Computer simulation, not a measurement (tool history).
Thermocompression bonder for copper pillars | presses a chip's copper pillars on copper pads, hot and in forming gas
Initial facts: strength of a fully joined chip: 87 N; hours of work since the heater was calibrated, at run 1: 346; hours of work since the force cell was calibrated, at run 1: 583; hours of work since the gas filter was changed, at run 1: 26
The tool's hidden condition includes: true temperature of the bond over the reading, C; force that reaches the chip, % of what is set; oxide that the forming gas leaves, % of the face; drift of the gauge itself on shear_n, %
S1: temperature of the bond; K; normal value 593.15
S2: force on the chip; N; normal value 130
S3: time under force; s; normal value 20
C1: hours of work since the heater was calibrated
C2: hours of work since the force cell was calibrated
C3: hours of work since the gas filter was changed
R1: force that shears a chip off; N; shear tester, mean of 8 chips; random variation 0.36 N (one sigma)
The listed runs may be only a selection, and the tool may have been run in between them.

run,day,S1,S2,S3,C1,C2,C3,R1
1,0,593.15,130,20,346,583,26,30.5
2,1.379,606.15,130,20,367,604,46,35.6
3,2.575,606.15,130,20,385,622,64,34.7
4,3.846,593.15,130,20,404,641,84,30.1
5,4.938,593.15,130,20,421,657,100,29.4
6,6.288,593.15,130,20,441,678,120,29.2
7,8.175,593.15,130,20,469,706,149,28.7
# day 9.671: force cell calibrated
8,10.175,593.15,128,20,499,8,178,26.8
9,11.604,593.15,130,20,520,29,199,26.4
10,12.721,593.15,130,20,537,46,216,26.8
# day 13.454: force cell calibrated, once more
11,14.675,593.15,130,20,565,18,245,30.6
12,15.779,593.15,130,20,582,35,261,30.8
13,17.225,604.15,188,16,604,57,283,44.2
14,18.746,613.15,144,16,627,80,306,38.1
15,20.371,606.15,178,58,651,104,330,61.7
16,21.583,619.15,109,12,669,122,349,27.9
17,22.979,619.15,109,12,690,143,370,27.3
# day 24.512: forming gas filter changed
18,24.608,619.15,109,12,714,168,1,28.7
19,25.925,619.15,109,12,734,187,21,28.5
20,27.671,619.15,109,12,761,214,47,28.1
21,29.421,613.15,100,21,787,240,74,29.9
22,30.342,613.15,100,21,801,254,88,29.1
23,32.412,607.15,111,21,832,285,119,30.4
24,34.408,607.15,111,18,862,315,149,28.3

What if the next run were any one of these 5? Each begins from the tool's condition after run 24:
# day 35.208: heater calibrated with a thermocouple chip
A,36.375,566.15,186,20,18,343,177,?
# day 35.208: heater calibrated with a thermocouple chip
B,36.375,568.15,154,20,18,343,177,?
# day 35.208: heater calibrated with a thermocouple chip
C,36.375,586.15,111,18,18,343,177,?
# day 35.208: heater calibrated with a thermocouple chip
D,36.375,590.15,187,48,18,343,177,?
# day 35.208: heater calibrated with a thermocouple chip
E,36.375,593.15,130,58,18,343,177,?

run,R1
A,33.3
B,28.3
C,23.8
D,57.5
E,48.5
Take away the tool's hidden state, keep each run's random variation, and the runs would have read:
run,R1
A,35.4
B,30.1
C,25.5
D,60.5
E,51.2

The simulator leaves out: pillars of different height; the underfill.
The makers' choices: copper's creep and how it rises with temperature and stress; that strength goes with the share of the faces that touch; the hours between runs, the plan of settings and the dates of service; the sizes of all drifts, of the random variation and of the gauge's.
